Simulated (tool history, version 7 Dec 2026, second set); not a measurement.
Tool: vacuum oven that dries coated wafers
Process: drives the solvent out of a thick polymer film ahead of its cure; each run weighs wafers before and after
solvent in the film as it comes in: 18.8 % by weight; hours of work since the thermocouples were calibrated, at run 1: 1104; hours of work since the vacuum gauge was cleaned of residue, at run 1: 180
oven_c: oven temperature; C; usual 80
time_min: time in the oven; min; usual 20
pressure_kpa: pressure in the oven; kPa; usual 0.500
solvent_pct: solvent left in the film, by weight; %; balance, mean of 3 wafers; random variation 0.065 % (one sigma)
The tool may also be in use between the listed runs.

run	hour	oven_c	time_min	pressure_kpa	hours of work since the thermocouples were calibrated	hours of work since the vacuum gauge was cleaned of residue	solvent_pct
1	0.0	80	20	0.500	1104	180	5.02
2	16.5	80	20	0.500	1113	190	4.95
3	32.1	80	20	0.500	1122	198	5.03
4	52.7	80	20	0.500	1134	210	4.99
5	76.9	80	20	0.500	1148	224	4.99
# hour 97.0: oven's thermocouples calibrated
6	110.5	80	30	0.500	8	242	2.32
7	128.7	80	30	0.500	18	253	2.33
8	149.6	80	20	0.500	30	265	4.31
9	179.3	80	18	0.500	47	282	4.83
10	201.0	80	18	0.739	60	294	4.90
11	222.2	80	18	0.739	72	306	4.98
12	253.9	72	20	0.500	90	324	7.57
13	286.1	72	20	0.500	108	343	7.67
14	316.2	81	20	0.500	125	360	3.99
15	338.2	81	20	0.500	138	373	3.99
16	353.4	81	20	0.500	147	381	3.97
17	386.5	81	20	0.500	166	400	4.05
18	420.7	81	20	0.500	185	420	3.93
19	441.0	80	20	0.500	197	431	4.32
20	457.7	80	20	0.500	206	441	4.56
21	476.8	80	17	0.735	217	452	5.42
22	507.9	89	20	0.991	235	470	1.90
23	524.4	89	20	0.991	245	479	1.82
24	549.4	89	20	0.991	259	493	1.73
25	575.7	90	21	1.961	274	509	1.69
26	603.7	90	21	1.961	290	525	1.83
27	629.5	72	21	1.681	305	539	8.21
28	657.5	81	16	0.901	321	555	5.48
29	673.6	80	27	0.296	330	565	2.83
30	705.7	80	27	0.296	348	583	2.90
31	731.2	80	27	0.296	363	597	2.82
32	764.0	81	27	1.828	382	616	3.51
33	797.3	81	27	1.828	401	635	3.52

Forecast run 34:
34	813.2	87	27	0.841	410	644	?

solvent_pct: 1.40 %
Without the tool's hidden state the same run would have given solvent_pct 1.13 %.
